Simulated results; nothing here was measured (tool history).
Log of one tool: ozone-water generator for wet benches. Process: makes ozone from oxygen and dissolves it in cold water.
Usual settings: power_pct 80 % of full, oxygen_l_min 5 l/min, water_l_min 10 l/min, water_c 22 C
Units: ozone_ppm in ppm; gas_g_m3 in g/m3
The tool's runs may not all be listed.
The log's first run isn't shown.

run	hour	power_pct	oxygen_l_min	water_l_min	water_c	hours of work since the electrodes were changed	hours of work since the contactor was cleaned	hours of work since the thermometer was calibrated	ozone_ppm	gas_g_m3
2	29.2	80	5	10	22	334	3830	2378	23.6	202.7
3	62.3	41	5	10	22	358	3854	2401	12.9	111.6
4	88.7	41	5	10	22	376	3872	2419	13.0	111.0
5	113.3	80	5	16	22	393	3889	2437	15.3	203.6
6	139.2	80	5	16	22	411	3907	2455	15.3	202.3
7	172.5	80	5	16	22	434	3930	2478	15.4	202.0
8	188.8	80	5	10	22	446	3942	2489	23.5	201.2
9	206.1	80	5	10	22	458	3954	2501	23.3	201.8
10	244.6	94	5	10	22	484	3980	2528	26.7	233.5
11	269.8	80	5	10	22	502	3998	2545	23.5	199.8
12	293.3	80	5	10	22	518	4014	2562	23.2	201.9
13	325.2	80	5	10	22	541	4037	2584	23.5	200.9
14	343.7	80	5	10	22	553	4049	2597	23.5	200.8
15	378.4	80	5	10	22	578	4074	2621	23.0	200.3
16	396.5	80	5	10	22	590	4086	2634	23.1	203.3
17	436.1	80	5	10	20	618	4114	2661	24.2	199.9

Forecast run 18:
18	464.4	80	5	10	20	637	4133	2681	?	?

{"run 18": {"ozone_ppm": 23.8, "gas_g_m3": 201.9}}
Without the tool's hidden state the same run would have given ozone_ppm 25.7 ppm, gas_g_m3 204.6 g/m3.
